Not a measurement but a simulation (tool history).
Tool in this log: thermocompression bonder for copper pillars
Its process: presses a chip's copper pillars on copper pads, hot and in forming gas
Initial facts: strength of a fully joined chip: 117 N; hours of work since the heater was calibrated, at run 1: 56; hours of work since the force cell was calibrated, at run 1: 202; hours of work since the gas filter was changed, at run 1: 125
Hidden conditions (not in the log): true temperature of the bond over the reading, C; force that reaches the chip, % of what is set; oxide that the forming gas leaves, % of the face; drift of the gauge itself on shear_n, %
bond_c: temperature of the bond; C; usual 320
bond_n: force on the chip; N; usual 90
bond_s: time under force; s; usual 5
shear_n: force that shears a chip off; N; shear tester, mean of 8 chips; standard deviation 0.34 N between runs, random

run,hour,bond_c,bond_n,bond_s,hours of work since the heater was calibrated,hours of work since the force cell was calibrated,hours of work since the gas filter was changed,shear_n
1,0,320,90,5,56,202,125,76.8
2,17.9,320,90,5,67,214,137,76.2
3,40.5,320,90,5,82,228,152,75.9
4,59.1,320,90,5,94,240,164,75.5
5,79.4,320,90,5,107,253,177,75.3
6,92.3,320,90,3,115,262,185,64.9
7,102.9,320,90,3,122,269,192,64.9
# hour 105.9: heater calibrated with a thermocouple chip
8,129.1,320,90,3,15,284,208,64.9
9,148.9,310,90,13,28,297,220,85.2
# hour 159.2: forming gas filter changed
# hour 166.9: heater calibrated with a thermocouple chip, once more
10,169.5,332,116,7,2,309,5,103.2
11,182.4,332,116,7,10,317,14,101.8
12,204.7,342,72,8,24,332,28,92.8
13,220.1,342,72,8,34,342,38,91.8
14,243.2,342,72,8,49,357,53,91.9
15,254.2,344,77,5,57,364,60,86.5

Alternative continuations, all from the tool just after run 15; predict every row:
A,276.5,320,107,4,71,378,75,?
B,276.5,320,90,4,71,378,75,?
C,276.5,320,90,8,71,378,75,?
D,276.5,320,105,5,71,378,75,?

run,shear_n
A,80.2
B,71.9
C,85.7
D,82.7
Stripped of hidden state, with their random variation kept, the same runs would have yielded:
run,shear_n
A,83.4
B,74.9
C,89
D,85.9

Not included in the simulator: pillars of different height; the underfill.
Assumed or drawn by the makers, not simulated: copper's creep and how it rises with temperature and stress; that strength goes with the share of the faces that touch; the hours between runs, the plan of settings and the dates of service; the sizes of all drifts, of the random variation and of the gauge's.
